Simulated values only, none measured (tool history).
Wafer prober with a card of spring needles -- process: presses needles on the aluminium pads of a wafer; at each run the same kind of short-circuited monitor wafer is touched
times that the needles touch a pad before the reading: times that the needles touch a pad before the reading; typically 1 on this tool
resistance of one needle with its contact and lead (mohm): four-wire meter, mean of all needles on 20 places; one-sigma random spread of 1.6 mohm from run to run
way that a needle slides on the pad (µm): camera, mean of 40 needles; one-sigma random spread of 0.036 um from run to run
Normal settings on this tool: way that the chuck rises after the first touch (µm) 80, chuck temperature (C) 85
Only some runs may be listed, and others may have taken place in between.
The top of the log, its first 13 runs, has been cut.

run   hour  way that the chuck rises after the first touch (µm)  chuck temperature (C)  times that the needles touch a pad before the reading  resistance of one needle with its contact and lead (mohm)  way that a needle slides on the pad (µm)
     100.1  -- tips cleaned on abrasive film
 14  101.9                                                   80                     85                                                      1                                                        188                                     11.48
 15  107.6                                                   80                     85                                                      1                                                        230                                     11.51
 16  114.0                                                   80                    120                                                      1                                                        234                                     11.53
     121.0  -- tips cleaned on abrasive film
 17  123.3                                                   80                    120                                                      1                                                        199                                     11.53
 18  130.9                                                   80                    120                                                      2                                                        205                                     11.43
 19  140.7                                                   71                     65                                                      2                                                        221                                     10.26
     141.5  -- tips cleaned on abrasive film
 20  146.2                                                   60                     85                                                      2                                                        219                                      8.58
 21  152.0                                                   64                     81                                                      3                                                        198                                      9.16
     162.4  -- tips cleaned on abrasive film
 22  163.5                                                   64                     81                                                      3                                                        170                                      9.11
 23  169.7                                                   64                     62                                                      3                                                        192                                      9.14

Run 24 is up next; what results do you expect?
 24  174.5                                                   97                     46                                                      3                                                          ?                                         ?

resistance of one needle with its contact and lead (mohm): 172
way that a needle slides on the pad (µm): 13.95
The same run, on a tool lacking any hidden state, would have yielded resistance of one needle with its contact and lead (mohm) 149, way that a needle slides on the pad (µm) 14.13.
